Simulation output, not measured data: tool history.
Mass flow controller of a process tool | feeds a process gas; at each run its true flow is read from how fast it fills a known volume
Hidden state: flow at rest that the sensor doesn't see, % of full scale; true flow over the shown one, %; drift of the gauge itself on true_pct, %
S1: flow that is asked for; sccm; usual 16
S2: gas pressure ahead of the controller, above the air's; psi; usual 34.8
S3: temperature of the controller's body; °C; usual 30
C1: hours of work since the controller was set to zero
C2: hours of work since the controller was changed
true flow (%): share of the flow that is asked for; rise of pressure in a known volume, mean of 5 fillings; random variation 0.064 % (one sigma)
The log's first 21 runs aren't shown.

Run 22, day 260.654: usual settings but S1 4 sccm, S2 26.1 psi; C1 3749; C2 3749. Result: true flow (%) 95.92.
Run 23, day 275.158: usual settings but S1 14 sccm, S2 26.1 psi, S3 22 °C; C1 3966; C2 3966. Result: true flow (%) 98.70.
Run 24, day 288.988: usual settings but S1 14 sccm, S2 26.1 psi, S3 22 °C; C1 4173; C2 4173. Result: true flow (%) 98.69.
Run 25, day 297.867: usual settings but S2 37.4 psi, S3 25 °C; C1 4305; C2 4305. Result: true flow (%) 99.64.
Run 26, day 313.900: usual settings but S1 4 sccm, S2 31.8 psi, S3 28 °C; C1 4545; C2 4545. Result: true flow (%) 95.42.
Run 27, day 330.242: usual settings but S1 4 sccm, S2 31.8 psi, S3 28 °C; C1 4790; C2 4790. Result: true flow (%) 95.23.
Run 28, day 340.796: usual settings but S1 3 sccm, S3 34 °C; C1 4948; C2 4948. Result: true flow (%) 94.21.
Run 29, day 352.762: usual settings but S1 3 sccm, S3 34 °C; C1 5127; C2 5127. Result: true flow (%) 93.96.
Run 30, day 366.417: usual settings but S1 15 sccm, S2 36.1 psi, S3 35 °C; C1 5331; C2 5331. Result: true flow (%) 100.15.
Run 31, day 375.338: usual settings but S1 11 sccm, S2 34.4 psi, S3 36 °C; C1 5465; C2 5465. Result: true flow (%) 99.24.
Run 32, day 390.717: usual settings but S1 7 sccm, S2 30.9 psi, S3 23 °C; C1 5695; C2 5695. Result: true flow (%) 96.78.
Run 33, day 401.783: usual settings but S1 5 sccm; C1 5860; C2 5860. Result: true flow (%) 95.96.
Run 34, day 411.254: usual settings but S1 5 sccm; C1 6002; C2 6002. Result: true flow (%) 95.84.
Run 35, day 420.692: usual settings but S1 5 sccm; C1 6143; C2 6143. Result: true flow (%) 95.74.
Run 36, day 439.321: usual settings but S1 4 sccm, S2 32.3 psi; C1 6422; C2 6422. Result: true flow (%) 94.37.
Run 37, day 449.742: usual settings but S1 4 sccm, S2 32.3 psi, S3 35 °C; C1 6578; C2 6578. Result: true flow (%) 94.55.
Run 38, day 466.108: usual settings but S1 4 sccm, S2 32.3 psi, S3 35 °C; C1 6823; C2 6823. Result: true flow (%) 94.46.
Run 39, day 477.696: usual settings but S1 6 sccm, S2 39.5 psi, S3 20 °C; C1 6996; C2 6996. Result: true flow (%) 95.80.

Forecast each of these 5 alternatives for the next run:
Run A, day 491.008: usual settings but S1 5 sccm, S2 34.4 psi; C1 7195; C2 7195. Result: true flow (%) ?.
Run B, day 491.008: usual settings but S1 13 sccm, S2 38.6 psi, S3 21 °C; C1 7195; C2 7195. Result: true flow (%) ?.
Run C, day 491.008: usual settings but S1 13 sccm, S2 28.7 psi, S3 37 °C; C1 7195; C2 7195. Result: true flow (%) ?.
Run D, day 491.008: usual settings but S2 25.5 psi; C1 7195; C2 7195. Result: true flow (%) ?.
Run E, day 491.008: usual settings but S1 6 sccm, S2 20.5 psi, S3 20 °C; C1 7195; C2 7195. Result: true flow (%) ?.

run  true flow (%)
  A          95.19
  B          98.59
  C          99.39
  D          99.46
  E          94.83
Without the tool's hidden state the same runs would have given:
run  true flow (%)
  A          99.11
  B          99.37
  C         100.17
  D          99.87
  E          97.89
